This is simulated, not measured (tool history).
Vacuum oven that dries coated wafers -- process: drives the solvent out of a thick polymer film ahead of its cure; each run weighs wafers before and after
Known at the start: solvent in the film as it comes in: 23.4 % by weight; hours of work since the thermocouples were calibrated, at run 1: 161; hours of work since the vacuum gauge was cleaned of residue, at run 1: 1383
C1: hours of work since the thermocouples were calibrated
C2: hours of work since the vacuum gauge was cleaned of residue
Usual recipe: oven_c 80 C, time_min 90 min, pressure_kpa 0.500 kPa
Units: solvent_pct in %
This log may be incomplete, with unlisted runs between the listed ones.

run 1 hour=0.0 | oven_c=80 time_min=90 pressure_kpa=0.500 | C1=161 C2=1383 | solvent_pct=1.95
run 2 hour=26.6 | oven_c=80 time_min=90 pressure_kpa=0.500 | C1=180 C2=1403 | solvent_pct=1.99
run 3 hour=48.8 | oven_c=80 time_min=90 pressure_kpa=0.500 | C1=197 C2=1419 | solvent_pct=1.93
run 4 hour=96.0 | oven_c=80 time_min=90 pressure_kpa=0.500 | C1=232 C2=1454 | solvent_pct=1.86
run 5 hour=126.3 | oven_c=80 time_min=90 pressure_kpa=0.500 | C1=254 C2=1477 | solvent_pct=1.95
run 6 hour=148.7 | oven_c=80 time_min=90 pressure_kpa=0.500 | C1=271 C2=1493 | solvent_pct=1.94
run 7 hour=180.1 | oven_c=80 time_min=90 pressure_kpa=0.500 | C1=294 C2=1516 | solvent_pct=1.99
run 8 hour=229.8 | oven_c=76 time_min=90 pressure_kpa=0.500 | C1=331 C2=1553 | solvent_pct=2.96
-- hour=236.2 vacuum gauge cleaned of residue and calibrated
run 9 hour=279.7 | oven_c=75 time_min=90 pressure_kpa=0.500 | C1=367 C2=32 | solvent_pct=3.37
run 10 hour=330.4 | oven_c=80 time_min=90 pressure_kpa=0.500 | C1=404 C2=70 | solvent_pct=2.12
run 11 hour=370.5 | oven_c=80 time_min=90 pressure_kpa=0.500 | C1=434 C2=99 | solvent_pct=2.10
-- hour=412.1 vacuum gauge cleaned of residue and calibrated, once more
run 12 hour=418.1 | oven_c=84 time_min=90 pressure_kpa=0.500 | C1=468 C2=4 | solvent_pct=1.18
run 13 hour=445.8 | oven_c=83 time_min=90 pressure_kpa=0.594 | C1=489 C2=25 | solvent_pct=1.31
run 14 hour=495.2 | oven_c=83 time_min=72 pressure_kpa=0.500 | C1=525 C2=62 | solvent_pct=2.17
run 15 hour=541.5 | oven_c=86 time_min=106 pressure_kpa=0.749 | C1=559 C2=96 | solvent_pct=0.69
run 16 hour=590.0 | oven_c=75 time_min=156 pressure_kpa=1.591 | C1=595 C2=132 | solvent_pct=1.61
run 17 hour=634.7 | oven_c=75 time_min=156 pressure_kpa=1.591 | C1=628 C2=165 | solvent_pct=1.64
run 18 hour=661.0 | oven_c=75 time_min=78 pressure_kpa=0.737 | C1=648 C2=184 | solvent_pct=4.07
run 19 hour=689.1 | oven_c=75 time_min=78 pressure_kpa=0.737 | C1=669 C2=205 | solvent_pct=4.14

Run 20 is up next; what results do you expect?
run 20 hour=737.1 | oven_c=90 time_min=78 pressure_kpa=0.737 | C1=704 C2=241 | solvent_pct=?

solvent_pct: 0.92 %
Minus the tool's unlogged condition, the same run would have read solvent_pct 0.78 %.
